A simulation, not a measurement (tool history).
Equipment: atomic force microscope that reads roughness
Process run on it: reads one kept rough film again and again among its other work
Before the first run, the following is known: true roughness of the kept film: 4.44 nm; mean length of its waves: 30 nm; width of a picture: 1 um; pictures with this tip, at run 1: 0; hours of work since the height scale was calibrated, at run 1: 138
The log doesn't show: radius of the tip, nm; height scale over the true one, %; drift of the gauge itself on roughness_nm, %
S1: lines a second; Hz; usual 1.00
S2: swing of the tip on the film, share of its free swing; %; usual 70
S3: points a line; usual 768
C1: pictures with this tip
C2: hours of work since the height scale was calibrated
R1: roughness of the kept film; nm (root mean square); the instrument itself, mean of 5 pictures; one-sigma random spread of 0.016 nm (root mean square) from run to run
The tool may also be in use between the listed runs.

{"run": 1, "day": 0.0, "S1": 1.0, "S2": 70, "S3": 768, "C1": 0, "C2": 138, "R1": 3.948}
{"run": 2, "day": 0.442, "S1": 1.0, "S2": 70, "S3": 768, "C1": 22, "C2": 145, "R1": 3.738}
{"run": 3, "day": 1.046, "S1": 1.72, "S2": 70, "S3": 768, "C1": 52, "C2": 155, "R1": 3.451}
{"day": 1.842, "done": "new tip fitted"}
{"run": 4, "day": 1.842, "S1": 1.0, "S2": 70, "S3": 560, "C1": 0, "C2": 168, "R1": 3.907}
{"run": 5, "day": 2.475, "S1": 1.0, "S2": 70, "S3": 560, "C1": 31, "C2": 179, "R1": 3.675}
{"run": 6, "day": 2.808, "S1": 1.0, "S2": 70, "S3": 560, "C1": 48, "C2": 184, "R1": 3.56}
{"run": 7, "day": 3.275, "S1": 1.0, "S2": 70, "S3": 682, "C1": 70, "C2": 192, "R1": 3.39}
{"day": 3.704, "done": "new tip fitted"}
{"run": 8, "day": 3.721, "S1": 1.0, "S2": 70, "S3": 682, "C1": 1, "C2": 199, "R1": 3.901}
{"run": 9, "day": 4.488, "S1": 1.0, "S2": 70, "S3": 682, "C1": 39, "C2": 212, "R1": 3.606}
{"run": 10, "day": 5.112, "S1": 1.0, "S2": 76, "S3": 682, "C1": 70, "C2": 222, "R1": 3.395}
{"day": 5.575, "done": "new tip fitted"}
{"run": 11, "day": 5.817, "S1": 1.0, "S2": 76, "S3": 682, "C1": 12, "C2": 234, "R1": 3.758}
{"run": 12, "day": 6.504, "S1": 1.0, "S2": 70, "S3": 768, "C1": 46, "C2": 245, "R1": 3.543}
{"run": 13, "day": 7.088, "S1": 1.0, "S2": 70, "S3": 378, "C1": 75, "C2": 255, "R1": 3.377}
{"day": 7.429, "done": "new tip fitted"}
{"run": 14, "day": 7.7, "S1": 1.0, "S2": 70, "S3": 768, "C1": 13, "C2": 265, "R1": 3.809}
{"run": 15, "day": 8.483, "S1": 1.0, "S2": 70, "S3": 768, "C1": 51, "C2": 278, "R1": 3.534}
{"run": 16, "day": 8.983, "S1": 1.54, "S2": 58, "S3": 643, "C1": 76, "C2": 286, "R1": 3.397}
{"day": 9.35, "done": "new tip fitted"}
{"run": 17, "day": 9.396, "S1": 1.38, "S2": 73, "S3": 768, "C1": 2, "C2": 293, "R1": 3.83}
{"run": 18, "day": 10.162, "S1": 3.36, "S2": 77, "S3": 846, "C1": 40, "C2": 306, "R1": 3.29}
{"run": 19, "day": 10.546, "S1": 0.54, "S2": 74, "S3": 523, "C1": 59, "C2": 312, "R1": 3.513}
{"day": 11.196, "done": "new tip fitted"}
{"run": 20, "day": 11.196, "S1": 2.84, "S2": 69, "S3": 464, "C1": 0, "C2": 323, "R1": 3.736}
{"run": 21, "day": 11.683, "S1": 2.16, "S2": 64, "S3": 464, "C1": 24, "C2": 331, "R1": 3.676}
{"run": 22, "day": 12.288, "S1": 2.16, "S2": 64, "S3": 464, "C1": 53, "C2": 341, "R1": 3.45}
{"run": 23, "day": 12.925, "S1": 2.16, "S2": 64, "S3": 464, "C1": 85, "C2": 352, "R1": 3.257}
{"day": 13.083, "done": "new tip fitted"}
{"run": 24, "day": 13.683, "S1": 3.1, "S2": 80, "S3": 424, "C1": 29, "C2": 364, "R1": 3.273}
{"run": 25, "day": 14.4, "S1": 3.1, "S2": 80, "S3": 424, "C1": 64, "C2": 376, "R1": 3.039}
{"day": 14.992, "done": "new tip fitted"}
{"run": 26, "day": 15.183, "S1": 1.0, "S2": 67, "S3": 768, "C1": 10, "C2": 389, "R1": 3.832}
{"run": 27, "day": 15.904, "S1": 1.17, "S2": 70, "S3": 768, "C1": 45, "C2": 401, "R1": 3.582}
{"run": 28, "day": 16.646, "S1": 0.71, "S2": 70, "S3": 768, "C1": 82, "C2": 413, "R1": 3.406}
{"day": 16.846, "done": "new tip fitted"}
{"run": 29, "day": 17.404, "S1": 2.92, "S2": 78, "S3": 377, "C1": 28, "C2": 425, "R1": 3.361}

Results per run with the tool's hidden condition removed, run-to-run variation unchanged:
run=1 R1=3.954
run=2 R1=3.923
run=3 R1=3.838
run=4 R1=3.912
run=5 R1=3.926
run=6 R1=3.940
run=7 R1=3.917
run=8 R1=3.921
run=9 R1=3.909
run=10 R1=3.889
run=11 R1=3.872
run=12 R1=3.906
run=13 R1=3.916
run=14 R1=3.918
run=15 R1=3.913
run=16 R1=3.945
run=17 R1=3.853
run=18 R1=3.577
run=19 R1=3.960
run=20 R1=3.754
run=21 R1=3.869
run=22 R1=3.853
run=23 R1=3.859
run=24 R1=3.522
run=25 R1=3.501
run=26 R1=3.912
run=27 R1=3.915
run=28 R1=3.968
run=29 R1=3.585

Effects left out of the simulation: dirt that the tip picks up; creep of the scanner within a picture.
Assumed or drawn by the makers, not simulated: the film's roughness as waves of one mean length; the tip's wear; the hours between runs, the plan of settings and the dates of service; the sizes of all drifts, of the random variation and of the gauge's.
